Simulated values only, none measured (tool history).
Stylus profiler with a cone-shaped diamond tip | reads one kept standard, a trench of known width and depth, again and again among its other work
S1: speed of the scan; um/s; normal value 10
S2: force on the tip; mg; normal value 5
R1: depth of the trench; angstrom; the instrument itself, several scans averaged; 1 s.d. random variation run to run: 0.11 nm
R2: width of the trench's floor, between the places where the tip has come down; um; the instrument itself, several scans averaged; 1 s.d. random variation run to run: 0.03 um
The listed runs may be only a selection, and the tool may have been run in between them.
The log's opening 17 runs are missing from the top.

run,hour,S1,S2,R1,R2
18,901.3,10,5,2028.4,97.17
19,936.8,5,6.25,2037.3,97.17
20,997.7,11,1.76,2015.5,97.09
21,1063.1,6,5.71,2034.3,97.18
22,1116.1,4,9.74,2047.5,97.19
23,1182.1,5,7.73,2039,97.17
24,1242.3,6,3.94,2024.5,97.16
25,1305.1,6,3.94,2025.3,97.15
26,1363.2,6,3.94,2026.4,97.17
27,1415.1,6,3.94,2026.2,97.14
28,1466.2,6,3.94,2026.2,97.13
29,1517.2,5,1.67,2013.5,97.19
30,1586.9,34,8.65,2043.6,97.09
31,1655.6,7,7.47,2041.2,97.13
32,1731.2,12,7.47,2040.6,97.12
33,1765.1,12,3.51,2022.8,97.1
34,1814.3,2,2.24,2017.5,97.17
35,1852.5,2,5.22,2031.9,97.21

3 ways to go on from here, each from the tool as it stands after run 35. What would each give?
A,1918.5,5,5,?,?
B,1918.5,9,6.49,?,?
C,1918.5,20,13.78,?,?

run,R1,R2
A,2029.9,97.23
B,2036.5,97.18
C,2058.1,97.08
The same runs, with their run-to-run variation unchanged, on a tool lacking any hidden condition would have given:
run,R1,R2
A,2029.9,97.24
B,2036.5,97.19
C,2058,97.09
